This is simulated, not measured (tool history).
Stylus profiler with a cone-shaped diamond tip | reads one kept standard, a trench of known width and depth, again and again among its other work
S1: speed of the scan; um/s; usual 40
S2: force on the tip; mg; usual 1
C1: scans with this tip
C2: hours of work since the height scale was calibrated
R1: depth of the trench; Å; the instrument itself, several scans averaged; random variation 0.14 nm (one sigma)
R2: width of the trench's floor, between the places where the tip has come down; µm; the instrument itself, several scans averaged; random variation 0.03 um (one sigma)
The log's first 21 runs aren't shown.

run	day	S1	S2	C1	C2	R1	R2
22	37.538	30	0.37	13700	1065	5040.3	95.32
# day 37.796: height scale calibrated on a step standard
23	38.85	22	1.17	13922	14	5072	95.54
24	40.888	40	2.59	14271	41	5100.7	95.46
25	42.388	40	2.59	14528	61	5096.3	95.45
26	44.5	40	2.59	14890	89	5101.2	95.41
# day 44.888: height scale calibrated on a step standard, once more
27	46.783	40	0.73	15277	25	5026.5	95.15
28	48.883	16	1.68	15637	53	5047.9	95.48
29	51.479	16	1.68	16082	88	5047.4	95.46
30	53.417	111	1.16	16414	114	5040.6	94.6
31	55.992	21	1	16855	148	5036	95.32
32	57.45	90	1.04	17104	167	5036.8	94.72
# day 58.833: new tip fitted, height scale calibrated
33	59.858	23	1.91	175	14	5056.2	96.78
34	61.317	98	2.5	425	33	5068	96.34
35	63.329	42	0.59	770	60	5028.5	96.37
36	65.504	32	0.35	1142	89	5020.2	96.28

4 ways to go on from here, each from the tool as it stands after run 36. What would each give?
A	66.783	32	1.87	1362	106	?	?
B	66.783	48	0.9	1362	106	?	?
C	66.783	40	0.42	1362	106	?	?
D	66.783	22	0.45	1362	106	?	?

run	R1	R2
A	5058.4	96.59
B	5036.2	96.32
C	5026.3	96.28
D	5021.4	96.52
Without the tool's hidden state the same runs would have given:
run	R1	R2
A	5054	96.77
B	5031.7	96.51
C	5021.9	96.46
D	5017	96.7
